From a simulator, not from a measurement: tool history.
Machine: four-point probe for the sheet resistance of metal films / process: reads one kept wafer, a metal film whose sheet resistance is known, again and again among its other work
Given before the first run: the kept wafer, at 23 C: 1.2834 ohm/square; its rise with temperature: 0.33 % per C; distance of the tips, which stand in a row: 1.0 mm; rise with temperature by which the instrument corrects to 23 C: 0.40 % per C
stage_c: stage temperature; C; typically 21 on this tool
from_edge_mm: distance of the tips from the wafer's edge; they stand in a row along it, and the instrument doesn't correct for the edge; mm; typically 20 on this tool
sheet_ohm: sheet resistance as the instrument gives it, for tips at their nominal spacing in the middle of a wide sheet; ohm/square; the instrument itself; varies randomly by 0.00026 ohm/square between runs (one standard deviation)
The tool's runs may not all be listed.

run 1 day=0.000 | stage_c=21 from_edge_mm=20 | sheet_ohm=1.286337
run 2 day=0.508 | stage_c=21 from_edge_mm=20 | sheet_ohm=1.286018
run 3 day=1.112 | stage_c=21 from_edge_mm=20 | sheet_ohm=1.285782
run 4 day=1.725 | stage_c=29 from_edge_mm=20 | sheet_ohm=1.279658
run 5 day=2.450 | stage_c=29 from_edge_mm=20 | sheet_ohm=1.279577
run 6 day=3.321 | stage_c=29 from_edge_mm=20 | sheet_ohm=1.279595
run 7 day=4.154 | stage_c=29 from_edge_mm=20 | sheet_ohm=1.279724
run 8 day=4.779 | stage_c=21 from_edge_mm=58 | sheet_ohm=1.284298
run 9 day=5.550 | stage_c=21 from_edge_mm=58 | sheet_ohm=1.285128
run 10 day=5.958 | stage_c=21 from_edge_mm=20 | sheet_ohm=1.285875
run 11 day=6.708 | stage_c=21 from_edge_mm=26 | sheet_ohm=1.285621
run 12 day=7.112 | stage_c=21 from_edge_mm=26 | sheet_ohm=1.285569
run 13 day=7.496 | stage_c=21 from_edge_mm=20 | sheet_ohm=1.286761
run 14 day=8.088 | stage_c=21 from_edge_mm=20 | sheet_ohm=1.286802
run 15 day=9.021 | stage_c=21 from_edge_mm=20 | sheet_ohm=1.286571
run 16 day=9.488 | stage_c=21 from_edge_mm=37 | sheet_ohm=1.284866
run 17 day=10.383 | stage_c=21 from_edge_mm=14 | sheet_ohm=1.287927
run 18 day=11.121 | stage_c=21 from_edge_mm=14 | sheet_ohm=1.288816
run 19 day=11.892 | stage_c=21 from_edge_mm=14 | sheet_ohm=1.288252
run 20 day=12.775 | stage_c=21 from_edge_mm=14 | sheet_ohm=1.288189
run 21 day=13.583 | stage_c=21 from_edge_mm=32 | sheet_ohm=1.285548
run 22 day=14.325 | stage_c=21 from_edge_mm=20 | sheet_ohm=1.286685
run 23 day=14.854 | stage_c=21 from_edge_mm=20 | sheet_ohm=1.286706
run 24 day=15.462 | stage_c=25 from_edge_mm=5 | sheet_ohm=1.309434
run 25 day=16.246 | stage_c=31 from_edge_mm=20 | sheet_ohm=1.279164
run 26 day=16.846 | stage_c=31 from_edge_mm=20 | sheet_ohm=1.278729
run 27 day=17.242 | stage_c=19 from_edge_mm=20 | sheet_ohm=1.288602
run 28 day=17.771 | stage_c=19 from_edge_mm=20 | sheet_ohm=1.288604
run 29 day=18.671 | stage_c=19 from_edge_mm=20 | sheet_ohm=1.288338
run 30 day=19.588 | stage_c=33 from_edge_mm=48 | sheet_ohm=1.276201
run 31 day=20.512 | stage_c=25 from_edge_mm=49 | sheet_ohm=1.282915
run 32 day=21.346 | stage_c=35 from_edge_mm=37 | sheet_ohm=1.274895
run 33 day=22.275 | stage_c=35 from_edge_mm=37 | sheet_ohm=1.275040
run 34 day=23.088 | stage_c=35 from_edge_mm=37 | sheet_ohm=1.275137
run 35 day=23.700 | stage_c=35 from_edge_mm=37 | sheet_ohm=1.275099
run 36 day=24.083 | stage_c=35 from_edge_mm=37 | sheet_ohm=1.274878
run 37 day=24.912 | stage_c=35 from_edge_mm=37 | sheet_ohm=1.275311
run 38 day=25.308 | stage_c=35 from_edge_mm=37 | sheet_ohm=1.275359
run 39 day=25.762 | stage_c=26 from_edge_mm=10 | sheet_ohm=1.288302
run 40 day=26.179 | stage_c=26 from_edge_mm=6 | sheet_ohm=1.300896
run 41 day=26.921 | stage_c=18 from_edge_mm=20 | sheet_ohm=1.289731
run 42 day=27.717 | stage_c=18 from_edge_mm=20 | sheet_ohm=1.290007
run 43 day=28.471 | stage_c=18 from_edge_mm=20 | sheet_ohm=1.290083

Predict the results of run 44:
run 44 day=29.317 | stage_c=18 from_edge_mm=20 | sheet_ohm=?

{"run 44": {"sheet_ohm": 1.290292}}
Were there no unlogged condition in the tool, this run, its random variation unchanged, would have produced sheet_ohm 1.289479 ohm/square.
